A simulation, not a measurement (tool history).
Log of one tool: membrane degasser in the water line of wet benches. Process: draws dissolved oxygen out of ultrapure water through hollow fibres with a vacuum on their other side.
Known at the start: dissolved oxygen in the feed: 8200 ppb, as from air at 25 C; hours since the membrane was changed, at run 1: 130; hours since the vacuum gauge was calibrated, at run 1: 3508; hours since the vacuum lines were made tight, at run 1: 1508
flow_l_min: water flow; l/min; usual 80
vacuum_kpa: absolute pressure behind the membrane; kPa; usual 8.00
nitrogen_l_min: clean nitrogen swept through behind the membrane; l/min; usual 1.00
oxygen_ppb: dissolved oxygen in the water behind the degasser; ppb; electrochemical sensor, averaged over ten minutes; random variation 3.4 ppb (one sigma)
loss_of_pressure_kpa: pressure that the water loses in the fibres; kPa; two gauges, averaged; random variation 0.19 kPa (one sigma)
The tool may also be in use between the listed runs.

| run | hour | flow_l_min | vacuum_kpa | nitrogen_l_min | hours since the membrane was changed | hours since the vacuum gauge was calibrated | hours since the vacuum lines were made tight | oxygen_ppb | loss_of_pressure_kpa |
|---|---|---|---|---|---|---|---|---|---|
| 1 | 0.0 | 80 | 8.00 | 1.00 | 130 | 3508 | 1508 | 705.9 | 42.51 |
| 2 | 21.1 | 80 | 8.00 | 1.00 | 151 | 3530 | 1529 | 697.4 | 42.61 |
| 3 | 60.9 | 80 | 8.00 | 1.00 | 191 | 3569 | 1568 | 703.6 | 42.57 |
| 4 | 89.3 | 80 | 8.00 | 1.00 | 219 | 3598 | 1597 | 707.3 | 42.53 |
| 5 | 132.6 | 80 | 8.00 | 1.00 | 263 | 3641 | 1640 | 706.1 | 42.46 |
| 6 | 160.3 | 80 | 8.00 | 1.00 | 290 | 3669 | 1668 | 704.9 | 42.61 |
| 7 | 191.5 | 64 | 8.00 | 1.00 | 322 | 3700 | 1699 | 586.9 | 34.03 |
| 8 | 235.3 | 61 | 8.00 | 1.00 | 365 | 3744 | 1743 | 570.9 | 32.36 |
| 9 | 272.5 | 61 | 8.00 | 1.00 | 403 | 3781 | 1780 | 570.4 | 32.67 |
| 10 | 297.8 | 56 | 8.00 | 2.60 | 428 | 3806 | 1805 | 277.7 | 29.75 |
| 11 | 323.5 | 56 | 8.00 | 2.60 | 454 | 3832 | 1831 | 277.1 | 29.55 |
| 12 | 365.7 | 85 | 4.98 | 0.74 | 496 | 3874 | 1873 | 413.0 | 45.44 |
| 13 | 397.9 | 85 | 4.98 | 0.74 | 528 | 3906 | 1906 | 411.3 | 45.32 |
| 14 | 435.1 | 64 | 10.60 | 0.51 | 565 | 3944 | 1943 | 1272.2 | 34.22 |

The next listed run, before its measurement:
| 15 | 453.9 | 58 | 4.99 | 1.00 | 584 | 3962 | 1961 | ? | ? |

oxygen_ppb: 246.0 ppb
loss_of_pressure_kpa: 31.23 kPa
Without the tool's hidden state the same run would have given oxygen_ppb 240.0 ppb, loss_of_pressure_kpa 31.23 kPa.

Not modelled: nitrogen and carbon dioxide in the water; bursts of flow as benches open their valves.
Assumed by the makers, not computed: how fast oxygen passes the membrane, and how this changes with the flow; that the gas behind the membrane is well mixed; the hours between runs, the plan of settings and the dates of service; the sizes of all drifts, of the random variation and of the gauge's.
